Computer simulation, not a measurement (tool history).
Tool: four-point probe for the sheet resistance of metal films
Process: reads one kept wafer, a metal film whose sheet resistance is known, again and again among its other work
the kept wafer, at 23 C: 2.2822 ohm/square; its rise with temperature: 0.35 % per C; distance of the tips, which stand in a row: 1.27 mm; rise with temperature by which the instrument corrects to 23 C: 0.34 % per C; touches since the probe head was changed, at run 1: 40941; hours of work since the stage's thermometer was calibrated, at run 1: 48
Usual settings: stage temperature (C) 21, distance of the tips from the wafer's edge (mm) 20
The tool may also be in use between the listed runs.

| run | day | stage temperature (C) | distance of the tips from the wafer's edge (mm) | touches since the probe head was changed | hours of work since the stage's thermometer was calibrated | sheet resistance as the instrument gives it (ohm/square) |
|---|---|---|---|---|---|---|
| 1 | 0 | 21 | 20 | 40941 | 48 | 2.281263 |
| 2 | 2.458 | 21 | 20 | 44554 | 89 | 2.280395 |
| 3 | 5.95 | 21 | 20 | 49689 | 147 | 2.281419 |
| 4 | 8.867 | 21 | 20 | 53971 | 195 | 2.279686 |
| 5 | 13.417 | 21 | 20 | 60663 | 270 | 2.280092 |
| 6 | 15.942 | 21 | 20 | 64376 | 312 | 2.279857 |
|  | 16.279 | stage's thermometer calibrated |
| 7 | 19.404 | 21 | 20 | 69432 | 52 | 2.280151 |
| 8 | 21.8 | 21 | 20 | 72955 | 91 | 2.279068 |
| 9 | 23.775 | 28 | 7 | 75855 | 124 | 2.316221 |

The next listed run, before its measurement:
| 10 | 27.25 | 22 | 5 | 80966 | 181 | ? |

sheet resistance as the instrument gives it (ohm/square): 2.349999
Without the tool's hidden state the same run would have given sheet resistance as the instrument gives it (ohm/square) 2.358316.
